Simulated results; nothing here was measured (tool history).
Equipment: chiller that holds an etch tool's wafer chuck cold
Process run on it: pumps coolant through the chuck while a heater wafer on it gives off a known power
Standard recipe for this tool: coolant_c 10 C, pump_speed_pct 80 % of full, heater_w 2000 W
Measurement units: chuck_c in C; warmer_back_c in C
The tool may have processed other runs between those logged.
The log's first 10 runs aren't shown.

run 11 hour=621.2 | coolant_c=10 pump_speed_pct=100 heater_w=1011 | chuck_c=20.1 warmer_back_c=2.44
run 12 hour=687.9 | coolant_c=10 pump_speed_pct=100 heater_w=1011 | chuck_c=20.3 warmer_back_c=2.42
run 13 hour=747.5 | coolant_c=10 pump_speed_pct=65 heater_w=2000 | chuck_c=40.2 warmer_back_c=7.83
run 14 hour=815.9 | coolant_c=10 pump_speed_pct=74 heater_w=2000 | chuck_c=36.7 warmer_back_c=6.67
run 15 hour=851.9 | coolant_c=10 pump_speed_pct=80 heater_w=1732 | chuck_c=31.5 warmer_back_c=5.33
run 16 hour=909.6 | coolant_c=10 pump_speed_pct=80 heater_w=1732 | chuck_c=31.4 warmer_back_c=5.34
run 17 hour=959.0 | coolant_c=17 pump_speed_pct=92 heater_w=2359 | chuck_c=42.3 warmer_back_c=6.23
run 18 hour=1037.0 | coolant_c=10 pump_speed_pct=80 heater_w=1927 | chuck_c=33.6 warmer_back_c=5.91
run 19 hour=1075.7 | coolant_c=11 pump_speed_pct=75 heater_w=1007 | chuck_c=24.2 warmer_back_c=3.34
run 20 hour=1150.5 | coolant_c=10 pump_speed_pct=75 heater_w=2000 | chuck_c=36.3 warmer_back_c=6.66
run 21 hour=1210.4 | coolant_c=0 pump_speed_pct=75 heater_w=1520 | chuck_c=20.1 warmer_back_c=5.06
run 22 hour=1250.2 | coolant_c=0 pump_speed_pct=78 heater_w=2439 | chuck_c=30.8 warmer_back_c=7.72
run 23 hour=1317.4 | coolant_c=10 pump_speed_pct=75 heater_w=1726 | chuck_c=32.6 warmer_back_c=5.69
run 24 hour=1361.5 | coolant_c=9 pump_speed_pct=67 heater_w=1726 | chuck_c=34.4 warmer_back_c=6.48
run 25 hour=1417.9 | coolant_c=3 pump_speed_pct=80 heater_w=2000 | chuck_c=27.6 warmer_back_c=6.16
run 26 hour=1485.1 | coolant_c=3 pump_speed_pct=80 heater_w=2000 | chuck_c=27.7 warmer_back_c=6.20
run 27 hour=1564.1 | coolant_c=16 pump_speed_pct=61 heater_w=1640 | chuck_c=42.2 warmer_back_c=6.88
run 28 hour=1612.4 | coolant_c=10 pump_speed_pct=68 heater_w=2985 | chuck_c=53.1 warmer_back_c=11.11
run 29 hour=1692.6 | coolant_c=11 pump_speed_pct=70 heater_w=1256 | chuck_c=28.7 warmer_back_c=4.48
-- hour=1775.3 chiller's thermometer calibrated
run 30 hour=1775.3 | coolant_c=11 pump_speed_pct=70 heater_w=1033 | chuck_c=25.5 warmer_back_c=3.70
run 31 hour=1819.7 | coolant_c=11 pump_speed_pct=70 heater_w=1033 | chuck_c=25.6 warmer_back_c=3.70

Predict each of these 5 candidate next runs independently; none follows another, all start after run 31:
run A hour=1895.5 | coolant_c=10 pump_speed_pct=63 heater_w=2000 | chuck_c=? warmer_back_c=?
run B hour=1895.5 | coolant_c=11 pump_speed_pct=70 heater_w=1727 | chuck_c=? warmer_back_c=?
run C hour=1895.5 | coolant_c=15 pump_speed_pct=70 heater_w=2242 | chuck_c=? warmer_back_c=?
run D hour=1895.5 | coolant_c=4 pump_speed_pct=61 heater_w=1185 | chuck_c=? warmer_back_c=?
run E hour=1895.5 | coolant_c=6 pump_speed_pct=80 heater_w=2000 | chuck_c=? warmer_back_c=?

run=A chuck_c=41.4 warmer_back_c=8.05
run=B chuck_c=35.3 warmer_back_c=6.24
run=C chuck_c=46.4 warmer_back_c=8.03
run=D chuck_c=23.2 warmer_back_c=4.96
run=E chuck_c=30.8 warmer_back_c=6.19
The same runs, with their run-to-run variation unchanged, on a tool lacking any hidden condition would have given:
run=A chuck_c=41.4 warmer_back_c=8.04
run=B chuck_c=35.3 warmer_back_c=6.24
run=C chuck_c=46.3 warmer_back_c=8.03
run=D chuck_c=23.1 warmer_back_c=4.96
run=E chuck_c=30.8 warmer_back_c=6.19
